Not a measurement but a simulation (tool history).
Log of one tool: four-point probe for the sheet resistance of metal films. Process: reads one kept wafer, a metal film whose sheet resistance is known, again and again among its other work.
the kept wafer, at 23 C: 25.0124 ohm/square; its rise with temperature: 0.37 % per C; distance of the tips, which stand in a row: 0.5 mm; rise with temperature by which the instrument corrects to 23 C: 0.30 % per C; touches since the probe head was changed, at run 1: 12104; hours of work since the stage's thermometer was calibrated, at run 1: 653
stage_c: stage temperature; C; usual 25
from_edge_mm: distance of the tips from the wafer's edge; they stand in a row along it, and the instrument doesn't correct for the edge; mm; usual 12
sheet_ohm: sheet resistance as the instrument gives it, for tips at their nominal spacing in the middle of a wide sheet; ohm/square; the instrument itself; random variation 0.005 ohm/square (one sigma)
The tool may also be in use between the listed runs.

| run | day | stage_c | from_edge_mm | touches since the probe head was changed | hours of work since the stage's thermometer was calibrated | sheet_ohm |
|---|---|---|---|---|---|---|
| 1 | 0 | 25 | 12 | 12104 | 653 | 25.063599 |
| 2 | 1.2 | 20 | 12 | 12433 | 666 | 24.96581 |
| 3 | 2.571 | 20 | 12 | 12809 | 680 | 24.966076 |
| 4 | 3.158 | 20 | 12 | 12970 | 686 | 24.975204 |
| 5 | 3.742 | 20 | 12 | 13129 | 692 | 24.964577 |
| 6 | 4.975 | 20 | 6 | 13468 | 705 | 25.038404 |
| 7 | 6.042 | 25 | 12 | 13760 | 716 | 25.050524 |
| 8 | 6.812 | 25 | 12 | 13972 | 724 | 25.057128 |
| 9 | 7.775 | 25 | 40 | 14235 | 734 | 25.024353 |
| 10 | 9.096 | 25 | 40 | 14596 | 748 | 25.031317 |
| 11 | 10.438 | 25 | 14 | 14965 | 762 | 25.033056 |
| 12 | 11.717 | 25 | 14 | 15315 | 775 | 25.0398 |
| 13 | 12.812 | 25 | 14 | 15615 | 786 | 25.041212 |
| 14 | 13.867 | 32 | 12 | 15904 | 797 | 25.167874 |
| 15 | 14.875 | 35 | 6 | 16180 | 808 | 25.296023 |
| 16 | 15.55 | 24 | 3 | 16365 | 815 | 25.375195 |
| 17 | 16.367 | 24 | 3 | 16590 | 823 | 25.363493 |
| 18 | 17.033 | 20 | 3 | 16772 | 830 | 25.299956 |
| 19 | 18 | 33 | 10 | 17037 | 840 | 25.1978 |
| 20 | 18.875 | 23 | 60 | 17277 | 849 | 24.980819 |
| 21 | 19.717 | 24 | 8 | 17507 | 858 | 25.054438 |

The same runs without the tool's hidden state, with the same run-to-run variation:
The hidden state here: inner tips' distance over the nominal, %; tips' flats over new ones', %; wafer's true temperature over the reading, C; drift of the gauge itself on sheet_ohm, %.
| run | sheet_ohm |
|---|---|
| 1 | 25.074286 |
| 2 | 24.977563 |
| 3 | 24.97941 |
| 4 | 24.989276 |
| 5 | 24.979404 |
| 6 | 25.054828 |
| 7 | 25.068871 |
| 8 | 25.076552 |
| 9 | 25.045026 |
| 10 | 25.053639 |
| 11 | 25.057094 |
| 12 | 25.065502 |
| 13 | 25.068436 |
| 14 | 25.197381 |
| 15 | 25.327424 |
| 16 | 25.406177 |
| 17 | 25.395499 |
| 18 | 25.332258 |
| 19 | 25.232878 |
| 20 | 25.015471 |
| 21 | 25.090198 |
